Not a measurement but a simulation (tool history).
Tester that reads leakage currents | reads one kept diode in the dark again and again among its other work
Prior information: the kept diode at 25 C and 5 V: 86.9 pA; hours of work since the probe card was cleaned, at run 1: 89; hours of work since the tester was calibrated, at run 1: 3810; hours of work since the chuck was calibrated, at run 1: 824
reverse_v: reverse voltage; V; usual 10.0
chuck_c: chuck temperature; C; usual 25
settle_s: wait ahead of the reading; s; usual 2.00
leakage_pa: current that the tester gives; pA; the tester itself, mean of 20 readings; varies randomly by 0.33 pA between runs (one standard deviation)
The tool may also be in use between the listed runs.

run,hour,reverse_v,chuck_c,settle_s,hours of work since the probe card was cleaned,hours of work since the tester was calibrated,hours of work since the chuck was calibrated,leakage_pa
1,0.0,10.0,25,2.00,89,3810,824,109.11
2,290.0,10.0,25,2.00,215,3936,950,109.65
3,462.6,10.0,46,2.00,290,4011,1025,656.95
# hour 605.4: chuck's temperature calibrated
4,653.5,10.0,25,3.03,372,4093,21,108.54
5,857.8,10.0,25,2.00,460,4181,110,109.19
6,1013.8,10.0,24,2.00,528,4249,177,99.32
7,1240.9,10.0,24,2.00,626,4348,276,100.25
8,1368.2,10.0,25,2.36,682,4403,331,109.78
9,1632.5,10.0,25,2.00,796,4518,446,109.65
10,1910.7,10.0,25,2.00,917,4638,566,109.69
11,2109.2,10.0,25,2.86,1003,4724,653,108.85
12,2320.9,10.0,25,2.86,1095,4816,744,109.54
13,2588.2,10.0,25,0.33,1211,4932,860,117.95
14,2854.5,10.0,25,2.00,1327,5048,976,109.11
# hour 2999.6: tester calibrated
15,3053.8,10.0,25,2.00,1412,24,1062,109.19
# hour 3089.4: chuck's temperature calibrated
16,3249.3,10.0,25,2.00,1496,108,69,108.62
17,3408.2,10.0,25,2.00,1565,176,138,109.59
18,3641.9,10.0,25,2.00,1666,278,240,109.83
19,3926.9,10.0,25,2.00,1790,401,363,109.21
20,4215.1,10.0,25,2.00,1915,527,488,109.68
21,4352.0,10.0,60,2.00,1975,586,548,1907.03
22,4547.7,6.3,29,6.38,2060,671,633,134.40
23,4836.7,4.4,35,0.49,2185,796,758,207.27
24,5072.6,7.3,25,0.49,2287,899,861,102.18
25,5256.4,13.2,59,7.91,2367,978,940,1937.70
26,5391.5,10.0,55,7.88,2426,1037,999,1318.36
# hour 5583.3: chuck's temperature calibrated
27,5679.3,10.0,24,2.40,2550,1161,42,99.31
28,5857.4,10.0,24,2.40,2627,1238,119,99.44
29,6067.3,10.6,25,0.34,2718,1329,210,119.74
30,6246.3,15.5,59,1.06,2796,1407,288,2024.67
# hour 6459.0: probe card cleaned and baked
31,6534.8,15.5,59,1.06,33,1531,412,2030.61
32,6804.4,15.5,59,1.06,150,1648,529,2041.98
33,7079.9,10.0,28,2.10,269,1768,648,142.97
34,7265.5,5.5,48,1.92,350,1848,729,636.69
35,7456.8,4.2,25,3.01,433,1931,812,82.87
36,7602.9,10.0,54,2.00,496,1994,875,1220.31
37,7778.6,1.5,51,2.35,573,2071,951,540.30
38,7925.5,2.6,39,2.00,636,2134,1015,245.52
# hour 8076.8: chuck's temperature calibrated
39,8155.3,6.1,22,2.00,735,2233,34,71.04
40,8356.4,6.1,22,2.00,822,2321,121,71.04

Forecast each of these 3 alternatives for the next run:
A,8527.7,6.1,22,2.00,897,2395,196,?
B,8527.7,6.1,53,1.27,897,2395,196,?
C,8527.7,3.7,33,0.38,897,2395,196,?

run,leakage_pa
A,71.18
B,975.08
C,166.09
Without the tool's hidden state the same runs would have given:
run,leakage_pa
A,71.15
B,974.90
C,166.04
